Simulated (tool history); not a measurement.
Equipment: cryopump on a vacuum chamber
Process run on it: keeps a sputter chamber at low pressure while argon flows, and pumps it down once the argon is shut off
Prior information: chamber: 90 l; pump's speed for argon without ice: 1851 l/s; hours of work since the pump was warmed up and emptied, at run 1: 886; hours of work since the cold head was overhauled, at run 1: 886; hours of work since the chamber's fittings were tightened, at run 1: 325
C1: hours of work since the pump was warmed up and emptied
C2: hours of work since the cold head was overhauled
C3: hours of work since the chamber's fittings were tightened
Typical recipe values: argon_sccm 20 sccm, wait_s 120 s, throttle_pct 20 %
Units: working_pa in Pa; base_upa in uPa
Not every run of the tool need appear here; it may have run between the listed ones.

{"run": 1, "hour": 0.0, "argon_sccm": 20, "wait_s": 120, "throttle_pct": 20, "C1": 886, "C2": 886, "C3": 325, "working_pa": 0.0934, "base_upa": 1.06}
{"run": 2, "hour": 59.9, "argon_sccm": 20, "wait_s": 120, "throttle_pct": 20, "C1": 928, "C2": 928, "C3": 368, "working_pa": 0.0942, "base_upa": 1.11}
{"run": 3, "hour": 120.0, "argon_sccm": 20, "wait_s": 120, "throttle_pct": 20, "C1": 971, "C2": 971, "C3": 410, "working_pa": 0.0936, "base_upa": 1.19}
{"run": 4, "hour": 159.9, "argon_sccm": 20, "wait_s": 120, "throttle_pct": 20, "C1": 999, "C2": 999, "C3": 439, "working_pa": 0.0944, "base_upa": 1.17}
{"run": 5, "hour": 199.7, "argon_sccm": 20, "wait_s": 120, "throttle_pct": 25, "C1": 1027, "C2": 1027, "C3": 467, "working_pa": 0.0758, "base_upa": 1.2}
{"run": 6, "hour": 265.9, "argon_sccm": 20, "wait_s": 120, "throttle_pct": 25, "C1": 1074, "C2": 1074, "C3": 514, "working_pa": 0.0756, "base_upa": 1.3}
{"run": 7, "hour": 293.4, "argon_sccm": 20, "wait_s": 120, "throttle_pct": 20, "C1": 1093, "C2": 1093, "C3": 533, "working_pa": 0.0956, "base_upa": 1.3}
{"run": 8, "hour": 333.1, "argon_sccm": 20, "wait_s": 120, "throttle_pct": 20, "C1": 1121, "C2": 1121, "C3": 561, "working_pa": 0.0944, "base_upa": 1.3}
{"run": 9, "hour": 377.2, "argon_sccm": 17, "wait_s": 120, "throttle_pct": 20, "C1": 1152, "C2": 1152, "C3": 592, "working_pa": 0.0818, "base_upa": 1.31}
{"run": 10, "hour": 407.4, "argon_sccm": 20, "wait_s": 125, "throttle_pct": 58, "C1": 1174, "C2": 1174, "C3": 614, "working_pa": 0.0353, "base_upa": 1.3}
{"hour": 433.3, "done": "pump warmed up, emptied and cooled again"}
{"run": 11, "hour": 471.3, "argon_sccm": 8, "wait_s": 28, "throttle_pct": 19, "C1": 27, "C2": 1216, "C3": 655, "working_pa": 0.0393, "base_upa": 3.23}
{"run": 12, "hour": 525.4, "argon_sccm": 8, "wait_s": 28, "throttle_pct": 19, "C1": 65, "C2": 1254, "C3": 694, "working_pa": 0.0386, "base_upa": 3.2}
{"run": 13, "hour": 585.4, "argon_sccm": 8, "wait_s": 138, "throttle_pct": 35, "C1": 108, "C2": 1296, "C3": 736, "working_pa": 0.0206, "base_upa": 1.3}
{"run": 14, "hour": 618.8, "argon_sccm": 10, "wait_s": 295, "throttle_pct": 19, "C1": 131, "C2": 1320, "C3": 760, "working_pa": 0.0485, "base_upa": 1.02}
{"run": 15, "hour": 663.1, "argon_sccm": 10, "wait_s": 295, "throttle_pct": 19, "C1": 163, "C2": 1351, "C3": 791, "working_pa": 0.0478, "base_upa": 1.07}

Below, each run's measurement less what the same run would have read without the hidden state. Both values contain the same run-to-run variation, but the gauge's scatter may not be the same in both:
The hidden state here: pump's speed, % of a pump's without ice; cold plate's temperature, K; leak into the chamber, uPa l/s; drift of the gauge itself on working_pa, %; drift of the gauge itself on base_upa, %.
run=1 working_pa=+0.0023 base_upa=+0.32
run=2 working_pa=+0.0024 base_upa=+0.37
run=3 working_pa=+0.0026 base_upa=+0.42
run=4 working_pa=+0.0027 base_upa=+0.44
run=5 working_pa=+0.0028 base_upa=+0.47
run=6 working_pa=+0.0029 base_upa=+0.53
run=7 working_pa=+0.0029 base_upa=+0.54
run=8 working_pa=+0.0031 base_upa=+0.57
run=9 working_pa=+0.0027 base_upa=+0.59
run=10 working_pa=+0.0032 base_upa=+0.62
run=11 working_pa=+0.0002 base_upa=+0.55
run=12 working_pa=+0.0002 base_upa=+0.58
run=13 working_pa=+0.0003 base_upa=+0.61
run=14 working_pa=+0.0004 base_upa=+0.64
run=15 working_pa=+0.0004 base_upa=+0.67
